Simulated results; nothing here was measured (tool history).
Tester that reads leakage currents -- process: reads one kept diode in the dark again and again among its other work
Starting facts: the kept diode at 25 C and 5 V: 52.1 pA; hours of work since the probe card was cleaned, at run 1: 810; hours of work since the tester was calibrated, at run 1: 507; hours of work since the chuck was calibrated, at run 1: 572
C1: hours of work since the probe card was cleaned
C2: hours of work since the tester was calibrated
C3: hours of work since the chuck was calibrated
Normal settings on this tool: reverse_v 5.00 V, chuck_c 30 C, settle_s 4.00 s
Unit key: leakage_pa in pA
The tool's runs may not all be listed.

run 1 hour=0.0 | reverse_v=5.00 chuck_c=30 settle_s=4.00 | C1=810 C2=507 C3=572 | leakage_pa=73.07
run 2 hour=51.7 | reverse_v=5.00 chuck_c=30 settle_s=4.00 | C1=833 C2=530 C3=595 | leakage_pa=71.95
-- hour=108.9 chuck's temperature calibrated
run 3 hour=116.1 | reverse_v=5.00 chuck_c=30 settle_s=4.00 | C1=860 C2=557 C3=3 | leakage_pa=83.14
run 4 hour=143.2 | reverse_v=5.00 chuck_c=30 settle_s=4.00 | C1=872 C2=569 C3=15 | leakage_pa=83.28
run 5 hour=186.6 | reverse_v=5.00 chuck_c=30 settle_s=4.00 | C1=891 C2=588 C3=34 | leakage_pa=82.63
run 6 hour=215.1 | reverse_v=5.00 chuck_c=30 settle_s=4.00 | C1=903 C2=600 C3=47 | leakage_pa=82.42
run 7 hour=262.5 | reverse_v=5.00 chuck_c=43 settle_s=4.00 | C1=924 C2=621 C3=67 | leakage_pa=224.90
run 8 hour=294.0 | reverse_v=5.00 chuck_c=43 settle_s=4.00 | C1=938 C2=635 C3=81 | leakage_pa=224.06
run 9 hour=324.6 | reverse_v=5.00 chuck_c=43 settle_s=4.00 | C1=951 C2=648 C3=95 | leakage_pa=224.04
run 10 hour=369.5 | reverse_v=5.03 chuck_c=30 settle_s=4.00 | C1=971 C2=668 C3=114 | leakage_pa=82.02
run 11 hour=418.6 | reverse_v=5.03 chuck_c=30 settle_s=4.00 | C1=993 C2=690 C3=136 | leakage_pa=81.20
run 12 hour=464.5 | reverse_v=5.03 chuck_c=30 settle_s=4.00 | C1=1013 C2=710 C3=156 | leakage_pa=81.41
run 13 hour=525.9 | reverse_v=5.00 chuck_c=30 settle_s=4.00 | C1=1040 C2=737 C3=183 | leakage_pa=80.26
run 14 hour=554.3 | reverse_v=5.00 chuck_c=30 settle_s=4.00 | C1=1052 C2=749 C3=195 | leakage_pa=80.28
run 15 hour=610.7 | reverse_v=5.00 chuck_c=30 settle_s=4.00 | C1=1077 C2=774 C3=220 | leakage_pa=79.87
run 16 hour=667.4 | reverse_v=3.77 chuck_c=24 settle_s=1.08 | C1=1102 C2=799 C3=245 | leakage_pa=43.31
run 17 hour=700.6 | reverse_v=3.77 chuck_c=24 settle_s=1.08 | C1=1116 C2=813 C3=260 | leakage_pa=43.34
run 18 hour=767.6 | reverse_v=4.77 chuck_c=38 settle_s=2.32 | C1=1146 C2=843 C3=289 | leakage_pa=142.95
run 19 hour=811.3 | reverse_v=19.73 chuck_c=25 settle_s=0.39 | C1=1165 C2=862 C3=308 | leakage_pa=111.36
run 20 hour=851.5 | reverse_v=5.00 chuck_c=22 settle_s=3.01 | C1=1183 C2=879 C3=326 | leakage_pa=41.69
run 21 hour=911.4 | reverse_v=3.87 chuck_c=21 settle_s=0.37 | C1=1209 C2=906 C3=352 | leakage_pa=34.75
run 22 hour=958.7 | reverse_v=1.17 chuck_c=30 settle_s=4.00 | C1=1230 C2=926 C3=373 | leakage_pa=39.47
run 23 hour=1016.2 | reverse_v=5.00 chuck_c=27 settle_s=3.26 | C1=1255 C2=952 C3=398 | leakage_pa=60.60
run 24 hour=1074.0 | reverse_v=5.00 chuck_c=27 settle_s=3.26 | C1=1280 C2=977 C3=423 | leakage_pa=60.44
run 25 hour=1128.1 | reverse_v=4.24 chuck_c=29 settle_s=3.62 | C1=1304 C2=1001 C3=447 | leakage_pa=65.11
run 26 hour=1159.5 | reverse_v=2.24 chuck_c=25 settle_s=4.00 | C1=1318 C2=1015 C3=461 | leakage_pa=34.85
run 27 hour=1218.4 | reverse_v=10.50 chuck_c=30 settle_s=1.83 | C1=1344 C2=1040 C3=487 | leakage_pa=109.22
run 28 hour=1282.0 | reverse_v=10.88 chuck_c=54 settle_s=0.45 | C1=1371 C2=1068 C3=515 | leakage_pa=645.41
run 29 hour=1318.8 | reverse_v=3.54 chuck_c=30 settle_s=4.00 | C1=1388 C2=1084 C3=531 | leakage_pa=63.73
run 30 hour=1365.3 | reverse_v=5.00 chuck_c=26 settle_s=4.00 | C1=1408 C2=1105 C3=551 | leakage_pa=54.73

Hidden state or all else? Some run-to-run changes of leakage_pa, split into what the settings, what came in and random variation would give without the hidden state, and what is left for the hidden state (with any gauge scatter that isn't in both results):
Unlogged tool condition in this case: stray current of the dirty probe card, pA a volt; current scale over the true one, %; true chuck temperature over the reading, C; drift of the gauge itself on leakage_pa, %.
Run 6 -> 7: chuck_c 30 -> 43. leakage_pa +142.48 pA: hidden state -3.44, all else +145.92.
Run 18 -> 19: reverse_v 4.77 -> 19.73, chuck_c 38 -> 25, settle_s 2.32 -> 0.39. leakage_pa -31.59 pA: hidden state +18.74, all else -50.33.
Run 27 -> 28: reverse_v 10.50 -> 10.88, chuck_c 30 -> 54, settle_s 1.83 -> 0.45. leakage_pa +536.19 pA: hidden state -69.77, all else +605.96.
Run 28 -> 29: reverse_v 10.88 -> 3.54, chuck_c 54 -> 30, settle_s 0.45 -> 4.00. leakage_pa -581.68 pA: hidden state +66.32, all else -648.00.
